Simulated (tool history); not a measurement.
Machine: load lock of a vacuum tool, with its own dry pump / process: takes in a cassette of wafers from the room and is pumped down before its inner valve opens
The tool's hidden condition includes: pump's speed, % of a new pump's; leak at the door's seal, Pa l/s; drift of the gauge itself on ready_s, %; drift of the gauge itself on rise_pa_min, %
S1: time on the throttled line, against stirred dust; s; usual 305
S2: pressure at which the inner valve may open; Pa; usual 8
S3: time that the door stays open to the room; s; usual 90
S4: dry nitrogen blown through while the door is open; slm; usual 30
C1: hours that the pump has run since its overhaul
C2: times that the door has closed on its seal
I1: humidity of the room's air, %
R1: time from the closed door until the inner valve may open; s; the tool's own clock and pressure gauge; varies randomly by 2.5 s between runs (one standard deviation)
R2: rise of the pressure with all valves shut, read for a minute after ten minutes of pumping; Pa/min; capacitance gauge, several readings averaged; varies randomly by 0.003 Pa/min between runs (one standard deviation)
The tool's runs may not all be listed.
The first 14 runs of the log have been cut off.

run 15 hour=1306.9 | S1=305 S2=8 S3=90 S4=16 | C1=1931 C2=7305 | I1=43.1 | R1=423.4 R2=0.041
run 16 hour=1417.3 | S1=305 S2=8 S3=90 S4=16 | C1=2042 C2=7500 | I1=46.2 | R1=421.4 R2=0.042
run 17 hour=1508.9 | S1=305 S2=8 S3=58 S4=30 | C1=2133 C2=7662 | I1=48.9 | R1=421.8 R2=0.035
run 18 hour=1598.7 | S1=305 S2=8 S3=58 S4=30 | C1=2223 C2=7822 | I1=45.9 | R1=420.9 R2=0.044
run 19 hour=1706.7 | S1=410 S2=8 S3=90 S4=30 | C1=2331 C2=8013 | I1=48.2 | R1=519.1 R2=0.043
run 20 hour=1758.5 | S1=410 S2=8 S3=90 S4=30 | C1=2383 C2=8105 | I1=44.1 | R1=516.4 R2=0.043
run 21 hour=1820.6 | S1=306 S2=8 S3=90 S4=28 | C1=2445 C2=8215 | I1=44.5 | R1=424.9 R2=0.044
run 22 hour=1897.5 | S1=186 S2=10 S3=234 S4=4 | C1=2522 C2=8351 | I1=42.1 | R1=315.1 R2=0.081
run 23 hour=2020.7 | S1=253 S2=11 S3=191 S4=30 | C1=2645 C2=8569 | I1=44.9 | R1=375 R2=0.046
run 24 hour=2101 | S1=283 S2=11 S3=191 S4=9 | C1=2725 C2=8711 | I1=43.3 | R1=398.7 R2=0.064
run 25 hour=2201.8 | S1=178 S2=8 S3=90 S4=24 | C1=2826 C2=8890 | I1=47.1 | R1=311.5 R2=0.052
run 26 hour=2291.7 | S1=154 S2=8 S3=100 S4=30 | C1=2916 C2=9049 | I1=45.7 | R1=287.3 R2=0.048
run 27 hour=2372.3 | S1=154 S2=8 S3=100 S4=30 | C1=2997 C2=9192 | I1=46.6 | R1=291.4 R2=0.045
run 28 hour=2494.4 | S1=154 S2=8 S3=100 S4=30 | C1=3119 C2=9408 | I1=39.9 | R1=292.5 R2=0.044
run 29 hour=2570.4 | S1=305 S2=8 S3=90 S4=8 | C1=3195 C2=9543 | I1=45.4 | R1=426.2 R2=0.065
run 30 hour=2676.7 | S1=236 S2=11 S3=84 S4=40 | C1=3301 C2=9731 | I1=46.5 | R1=353.1 R2=0.047
run 31 hour=2764.3 | S1=160 S2=11 S3=25 S4=18 | C1=3389 C2=9887 | I1=43.7 | R1=288.2 R2=0.049

Run 32 is up next; what results do you expect?
run 32 hour=2828.7 | S1=160 S2=11 S3=50 S4=18 | C1=3453 C2=10001 | I1=44 | R1=? R2=?

Logged for run 32: R1 289.1 s, R2 0.055 Pa/min.
With no hidden state in the tool, this same run would have given R1 282.2 s, R2 0.017 Pa/min.
